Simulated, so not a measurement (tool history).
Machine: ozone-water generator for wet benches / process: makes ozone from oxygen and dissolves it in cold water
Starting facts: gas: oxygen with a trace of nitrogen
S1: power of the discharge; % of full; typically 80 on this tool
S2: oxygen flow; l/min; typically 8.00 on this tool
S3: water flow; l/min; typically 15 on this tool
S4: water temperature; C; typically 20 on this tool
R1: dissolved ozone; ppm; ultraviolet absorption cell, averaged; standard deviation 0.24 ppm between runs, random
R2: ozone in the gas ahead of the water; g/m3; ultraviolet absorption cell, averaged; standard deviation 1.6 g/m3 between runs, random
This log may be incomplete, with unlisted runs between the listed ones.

run     day  S1    S2  S3  S4    R1     R2
  1   0.000  80  8.00  15  20  35.3  298.4
  2   4.629  80  8.00  15  20  35.1  296.9
  3  10.146  80  8.00  15  20  35.0  298.7
  4  14.767  80  8.00  15  20  35.5  301.8
  5  20.575  80  8.00  15  20  34.9  300.0
  6  26.221  80  8.00  15  20  35.3  300.5
  7  29.742  80  8.00  15  20  35.3  299.8
  8  35.671  80  8.00  15  20  35.5  302.5
  9  39.933  80  8.00  15  20  35.5  302.6
 10  42.712  80  8.00  15  20  35.1  300.8
 11  46.958  80  8.00  21  20  28.2  301.7
 12  50.271  80  8.00  21  20  28.4  300.9
 13  54.108  80  8.00  15  20  35.3  303.0
 14  57.067  80  8.00  15  20  35.2  304.8
 15  61.675  76  7.95  15  20  33.8  292.5
 16  68.092  53  7.95  15  15  27.5  213.0

Run 17 comes next. What will it give?
 17  72.842  53  7.95  15  15   ?   ?

R1: 27.3 ppm
R2: 215.2 g/m3
Were there no unlogged condition in the tool, this run, its random variation unchanged, would have produced R1 27.4 ppm, R2 212.1 g/m3.
